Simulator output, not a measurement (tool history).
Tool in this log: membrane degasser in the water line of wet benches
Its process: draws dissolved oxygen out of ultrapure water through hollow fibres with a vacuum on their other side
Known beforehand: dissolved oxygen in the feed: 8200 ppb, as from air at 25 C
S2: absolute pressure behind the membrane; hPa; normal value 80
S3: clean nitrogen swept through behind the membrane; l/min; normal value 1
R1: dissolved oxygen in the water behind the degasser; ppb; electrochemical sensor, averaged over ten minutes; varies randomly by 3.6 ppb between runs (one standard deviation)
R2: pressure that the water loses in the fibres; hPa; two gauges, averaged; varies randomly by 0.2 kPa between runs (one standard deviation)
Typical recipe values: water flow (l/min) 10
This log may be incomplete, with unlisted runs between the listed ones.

run 1 hour=0 | water_flow_(l/min)=10 S2=80 S3=1 | R1=372.9 R2=462.9
run 2 hour=136.3 | water_flow_(l/min)=10 S2=80 S3=1 | R1=372.5 R2=467.1
run 3 hour=411.4 | water_flow_(l/min)=10 S2=80 S3=1 | R1=368.8 R2=467.2
run 4 hour=638.8 | water_flow_(l/min)=10 S2=80 S3=1 | R1=375 R2=466.3
run 5 hour=920.2 | water_flow_(l/min)=11 S2=80 S3=1 | R1=435.5 R2=512.5
run 6 hour=1098.7 | water_flow_(l/min)=10 S2=80 S3=0.68 | R1=428.6 R2=466.8
run 7 hour=1318.8 | water_flow_(l/min)=10 S2=80 S3=1 | R1=372.1 R2=462.5
run 8 hour=1440.7 | water_flow_(l/min)=10 S2=80 S3=1 | R1=380.5 R2=466.8
run 9 hour=1645.2 | water_flow_(l/min)=10 S2=80 S3=1 | R1=381.1 R2=469.6
-- hour=1761.5 vacuum gauge calibrated
run 10 hour=1906.2 | water_flow_(l/min)=10 S2=80 S3=1 | R1=375.8 R2=474.3
run 11 hour=2039.8 | water_flow_(l/min)=10 S2=80 S3=1 | R1=371.2 R2=470.1
run 12 hour=2203.4 | water_flow_(l/min)=12 S2=80 S3=1 | R1=497.6 R2=567.3
run 13 hour=2487.7 | water_flow_(l/min)=12 S2=80 S3=1 | R1=503.7 R2=568.9
run 14 hour=2617.5 | water_flow_(l/min)=10 S2=70.4 S3=1 | R1=360.2 R2=475.7
run 15 hour=2901.3 | water_flow_(l/min)=10 S2=78.7 S3=1 | R1=374 R2=474.4
run 16 hour=3058.7 | water_flow_(l/min)=10 S2=80 S3=1.09 | R1=371.3 R2=475.4
run 17 hour=3194.9 | water_flow_(l/min)=7 S2=65 S3=1 | R1=182.6 R2=332.1
run 18 hour=3485.8 | water_flow_(l/min)=7 S2=65 S3=1 | R1=188.2 R2=332
run 19 hour=3673.2 | water_flow_(l/min)=14 S2=65 S3=0.67 | R1=649.8 R2=666.5
run 20 hour=3905.4 | water_flow_(l/min)=10 S2=65 S3=2.84 | R1=303.5 R2=477.5
run 21 hour=4198.9 | water_flow_(l/min)=10 S2=65 S3=2.84 | R1=311.1 R2=477.1
run 22 hour=4453.2 | water_flow_(l/min)=10 S2=65 S3=2.84 | R1=312.6 R2=472.2
run 23 hour=4663.2 | water_flow_(l/min)=14 S2=187.8 S3=1 | R1=965.7 R2=668.7
run 24 hour=4900.3 | water_flow_(l/min)=14 S2=187.8 S3=1 | R1=964.3 R2=677.1
run 25 hour=5088.8 | water_flow_(l/min)=14 S2=187.8 S3=1 | R1=961.8 R2=669.2
run 26 hour=5233.4 | water_flow_(l/min)=14 S2=187.8 S3=1 | R1=950.2 R2=675.2
run 27 hour=5438.1 | water_flow_(l/min)=7 S2=150 S3=0.45 | R1=554.7 R2=337.3
run 28 hour=5610.4 | water_flow_(l/min)=7 S2=65.7 S3=1.51 | R1=177.1 R2=340.2
run 29 hour=5786.2 | water_flow_(l/min)=7 S2=65.7 S3=1.51 | R1=176.4 R2=336.4
run 30 hour=5925.7 | water_flow_(l/min)=7 S2=65.7 S3=1.51 | R1=178.5 R2=337.8

Run 31 has not been measured yet. What should we expect?
-- hour=6055.4 seals of the vacuum lines changed
run 31 hour=6180.9 | water_flow_(l/min)=7 S2=84.6 S3=2.17 | R1=? R2=?

R1: 181.3 ppb
R2: 338.6 hPa
Had the tool carried no hidden state, the very same run would have given R1 153.7 ppb, R2 322.9 hPa.

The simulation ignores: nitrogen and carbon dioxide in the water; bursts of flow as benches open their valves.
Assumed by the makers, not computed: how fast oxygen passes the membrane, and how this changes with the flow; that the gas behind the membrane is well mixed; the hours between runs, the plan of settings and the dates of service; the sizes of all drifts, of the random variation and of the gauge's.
